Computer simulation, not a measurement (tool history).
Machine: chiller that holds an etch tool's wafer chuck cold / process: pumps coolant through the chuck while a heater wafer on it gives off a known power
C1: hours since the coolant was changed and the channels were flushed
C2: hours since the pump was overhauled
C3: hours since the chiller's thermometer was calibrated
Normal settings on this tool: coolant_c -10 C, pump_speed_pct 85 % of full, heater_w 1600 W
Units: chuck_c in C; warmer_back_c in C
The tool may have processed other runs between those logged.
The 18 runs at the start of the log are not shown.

run 19 hour=1640.8 | coolant_c=-12 pump_speed_pct=77 heater_w=996 | C1=4342 C2=5692 C3=3610 | chuck_c=-3.5 warmer_back_c=2.68
run 20 hour=1760.7 | coolant_c=-5 pump_speed_pct=77 heater_w=2076 | C1=4462 C2=5811 C3=3730 | chuck_c=12.88 warmer_back_c=5.56
run 21 hour=1844.2 | coolant_c=-5 pump_speed_pct=85 heater_w=1643 | C1=4545 C2=5895 C3=3813 | chuck_c=8.37 warmer_back_c=3.95
run 22 hour=1970.9 | coolant_c=-5 pump_speed_pct=85 heater_w=1643 | C1=4672 C2=6022 C3=3940 | chuck_c=8.1 warmer_back_c=3.98
run 23 hour=2054.2 | coolant_c=-17 pump_speed_pct=64 heater_w=871 | C1=4755 C2=6105 C3=4023 | chuck_c=-8.62 warmer_back_c=2.79
run 24 hour=2154.4 | coolant_c=-17 pump_speed_pct=64 heater_w=871 | C1=4855 C2=6205 C3=4124 | chuck_c=-8.66 warmer_back_c=2.77
run 25 hour=2247.5 | coolant_c=-17 pump_speed_pct=64 heater_w=871 | C1=4949 C2=6298 C3=4217 | chuck_c=-8.67 warmer_back_c=2.77
run 26 hour=2343.8 | coolant_c=-17 pump_speed_pct=64 heater_w=871 | C1=5045 C2=6395 C3=4313 | chuck_c=-8.67 warmer_back_c=2.78
run 27 hour=2467.4 | coolant_c=-10 pump_speed_pct=96 heater_w=869 | C1=5168 C2=6518 C3=4437 | chuck_c=-3.73 warmer_back_c=1.93
run 28 hour=2580.1 | coolant_c=-10 pump_speed_pct=96 heater_w=869 | C1=5281 C2=6631 C3=4549 | chuck_c=-3.64 warmer_back_c=1.9
run 29 hour=2678.3 | coolant_c=-12 pump_speed_pct=67 heater_w=1600 | C1=5379 C2=6729 C3=4648 | chuck_c=3.31 warmer_back_c=4.89
run 30 hour=2755.7 | coolant_c=-10 pump_speed_pct=63 heater_w=1194 | C1=5457 C2=6806 C3=4725 | chuck_c=1.74 warmer_back_c=3.95
run 31 hour=2814.5 | coolant_c=-8 pump_speed_pct=75 heater_w=1528 | C1=5516 C2=6865 C3=4784 | chuck_c=5.36 warmer_back_c=4.27
run 32 hour=2877.7 | coolant_c=-10 pump_speed_pct=89 heater_w=1600 | C1=5579 C2=6928 C3=4847 | chuck_c=2.67 warmer_back_c=3.75
run 33 hour=2965.1 | coolant_c=-9 pump_speed_pct=69 heater_w=1600 | C1=5666 C2=7016 C3=4934 | chuck_c=5.91 warmer_back_c=4.82

Predict each of these 3 candidate next runs independently; none follows another, all start after run 33:
run A hour=3058.9 | coolant_c=-18 pump_speed_pct=78 heater_w=1600 | C1=5760 C2=7110 C3=5028 | chuck_c=? warmer_back_c=?
run B hour=3058.9 | coolant_c=-9 pump_speed_pct=67 heater_w=1573 | C1=5760 C2=7110 C3=5028 | chuck_c=? warmer_back_c=?
run C hour=3058.9 | coolant_c=-2 pump_speed_pct=100 heater_w=864 | C1=5760 C2=7110 C3=5028 | chuck_c=? warmer_back_c=?

run=A chuck_c=-4.04 warmer_back_c=4.3
run=B chuck_c=6.12 warmer_back_c=4.9
run=C chuck_c=4.03 warmer_back_c=1.85
Stripped of hidden state, with their random variation kept, the same runs would have yielded:
run=A chuck_c=-5.32 warmer_back_c=3.92
run=B chuck_c=4.68 warmer_back_c=4.47
run=C chuck_c=3.75 warmer_back_c=1.68

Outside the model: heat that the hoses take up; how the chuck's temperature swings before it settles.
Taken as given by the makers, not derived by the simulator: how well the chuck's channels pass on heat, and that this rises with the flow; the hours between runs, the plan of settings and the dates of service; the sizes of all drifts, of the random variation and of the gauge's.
